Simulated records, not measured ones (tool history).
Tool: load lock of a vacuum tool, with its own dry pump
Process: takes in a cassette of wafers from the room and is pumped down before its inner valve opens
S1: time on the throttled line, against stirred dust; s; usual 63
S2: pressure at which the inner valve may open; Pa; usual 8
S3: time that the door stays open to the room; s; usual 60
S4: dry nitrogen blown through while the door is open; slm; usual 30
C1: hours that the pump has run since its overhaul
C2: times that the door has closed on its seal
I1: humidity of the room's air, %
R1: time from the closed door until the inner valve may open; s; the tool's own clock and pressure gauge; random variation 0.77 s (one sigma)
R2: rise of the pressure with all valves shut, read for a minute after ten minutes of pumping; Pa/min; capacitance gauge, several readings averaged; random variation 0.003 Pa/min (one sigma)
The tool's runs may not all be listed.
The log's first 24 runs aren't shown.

| run | hour | S1 | S2 | S3 | S4 | C1 | C2 | I1 | R1 | R2 |
|---|---|---|---|---|---|---|---|---|---|---|
| 25 | 2352.9 | 60 | 8 | 60 | 4 | 8904 | 14959 | 44.7 | 115.3 | 0.024 |
| 26 | 2466.7 | 42 | 8 | 60 | 30 | 9018 | 15184 | 43.0 | 100.8 | 0.009 |
| 27 | 2568.7 | 79 | 8 | 220 | 12 | 9120 | 15386 | 44.5 | 130.2 | 0.033 |
| 28 | 2637.6 | 79 | 8 | 220 | 12 | 9189 | 15522 | 42.3 | 131.9 | 0.026 |
| 29 | 2720.2 | 102 | 12 | 126 | 12 | 9272 | 15686 | 46.6 | 147.8 | 0.027 |
| 30 | 2795.6 | 102 | 12 | 126 | 12 | 9347 | 15835 | 44.8 | 146.0 | 0.026 |
| 31 | 2907.3 | 102 | 12 | 126 | 12 | 9459 | 16056 | 40.7 | 147.2 | 0.024 |
| 32 | 3040.4 | 40 | 12 | 126 | 12 | 9592 | 16319 | 47.1 | 95.9 | 0.026 |
| 33 | 3173.0 | 40 | 12 | 126 | 12 | 9724 | 16582 | 47.4 | 96.9 | 0.032 |
| 34 | 3275.3 | 88 | 8 | 59 | 10 | 9827 | 16785 | 45.5 | 140.8 | 0.018 |
| 35 | 3412.1 | 88 | 8 | 59 | 10 | 9963 | 17055 | 45.4 | 139.0 | 0.027 |
| 36 | 3551.0 | 88 | 8 | 59 | 10 | 10102 | 17330 | 44.6 | 139.3 | 0.023 |
| 37 | 3688.2 | 80 | 15 | 60 | 30 | 10240 | 17602 | 43.4 | 127.7 | 0.004 |

Forecast each of these 3 alternatives for the next run:
| A | 3792.0 | 80 | 15 | 69 | 30 | 10343 | 17807 | 47.8 | ? | ? |
| B | 3792.0 | 63 | 6 | 60 | 30 | 10343 | 17807 | 42.7 | ? | ? |
| C | 3792.0 | 80 | 15 | 60 | 30 | 10343 | 17807 | 46.1 | ? | ? |

| run | R1 | R2 |
|---|---|---|
| A | 129.4 | 0.012 |
| B | 121.1 | 0.013 |
| C | 127.2 | 0.012 |
Without the tool's hidden state the same runs would have given:
| run | R1 | R2 |
|---|---|---|
| A | 129.3 | 0.011 |
| B | 121.1 | 0.012 |
| C | 127.2 | 0.011 |
